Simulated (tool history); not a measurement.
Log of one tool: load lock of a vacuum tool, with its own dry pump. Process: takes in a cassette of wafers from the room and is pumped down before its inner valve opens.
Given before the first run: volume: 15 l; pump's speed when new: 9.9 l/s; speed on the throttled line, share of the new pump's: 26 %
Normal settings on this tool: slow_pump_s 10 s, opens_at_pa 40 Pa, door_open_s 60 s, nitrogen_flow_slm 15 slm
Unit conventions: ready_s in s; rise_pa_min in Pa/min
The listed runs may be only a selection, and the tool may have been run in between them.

run	day	slow_pump_s	opens_at_pa	door_open_s	nitrogen_flow_slm	incoming humidity of the room's air, %	ready_s	rise_pa_min
1	0	10	40	60	15	45.4	19.98	0.073
2	10.212	10	40	60	26	41.3	20.04	0.061
3	15.371	10	40	60	26	43.3	19.97	0.068
4	21.667	8	40	60	15	43.6	18.45	0.077
5	26.588	8	40	60	15	42.9	18.39	0.074
6	36.875	8	40	60	15	41.4	18.33	0.076
7	41.346	8	40	60	15	45.6	18.52	0.079
8	47.962	8	40	60	15	45.1	18.52	0.082
9	54.233	10	40	60	15	43.4	19.91	0.084
10	59.412	10	40	60	15	46.1	19.9	0.087
11	67.738	10	40	143	15	46.3	20.01	0.103
12	77.3	10	40	143	15	42.2	20.07	0.095
13	86.821	10	40	143	15	43.6	19.9	0.102
14	97.058	10	40	143	15	45.9	20.08	0.106
15	104.196	10	40	143	15	45.7	20.13	0.106
16	111.196	10	40	63	15	46.8	19.9	0.091
17	121.258	10	40	63	8	44.6	20.35	0.1
18	126.533	10	29	60	15	45.5	20.61	0.098
19	135.712	9	41	198	13	42.2	19.36	0.111
20	140.904	9	41	198	13	47.5	19.35	0.125
21	146.812	7	31	56	26	44.5	18.32	0.097
22	156.775	8	68	186	15	44.7	17.6	0.123
23	163.783	11	40	60	8	47.2	20.99	0.109
24	168.9	11	40	60	8	49.6	20.67	0.121
25	173.212	12	75	60	15	47.5	20.6	0.108
26	181.171	16	29	60	32	39.7	25	0.097
27	186.621	16	29	60	32	45.1	24.92	0.101
28	195.571	6	37	60	32	45.3	17.5	0.106
29	204.654	6	67	60	32	43.1	16.3	0.101
30	209.912	6	67	60	32	47.1	16.45	0.109
31	219.088	10	53	60	14	45.9	19.7	0.124
32	223.217	8	40	63	15	45.1	18.71	0.112
33	228.929	10	40	211	21	44.9	20.09	0.129
34	238.833	10	40	211	21	46.1	20.15	0.136
35	243.95	10	41	67	21	41.7	20.09	0.12
36	248.792	10	41	67	21	42.7	20.24	0.128

Forecast each of these 4 alternatives for the next run:
A	256.854	16	41	67	21	44.7	?	?
B	256.854	7	40	239	14	43.2	?	?
C	256.854	19	41	67	21	49	?	?
D	256.854	10	41	84	10	43.4	?	?

run	ready_s	rise_pa_min
A	24.52	0.127
B	18.07	0.158
C	26.67	0.13
D	20.09	0.138
Without the tool's hidden state the same runs would have given:
run	ready_s	rise_pa_min
A	23.8	0.049
B	17.13	0.079
C	25.99	0.051
D	19.23	0.06

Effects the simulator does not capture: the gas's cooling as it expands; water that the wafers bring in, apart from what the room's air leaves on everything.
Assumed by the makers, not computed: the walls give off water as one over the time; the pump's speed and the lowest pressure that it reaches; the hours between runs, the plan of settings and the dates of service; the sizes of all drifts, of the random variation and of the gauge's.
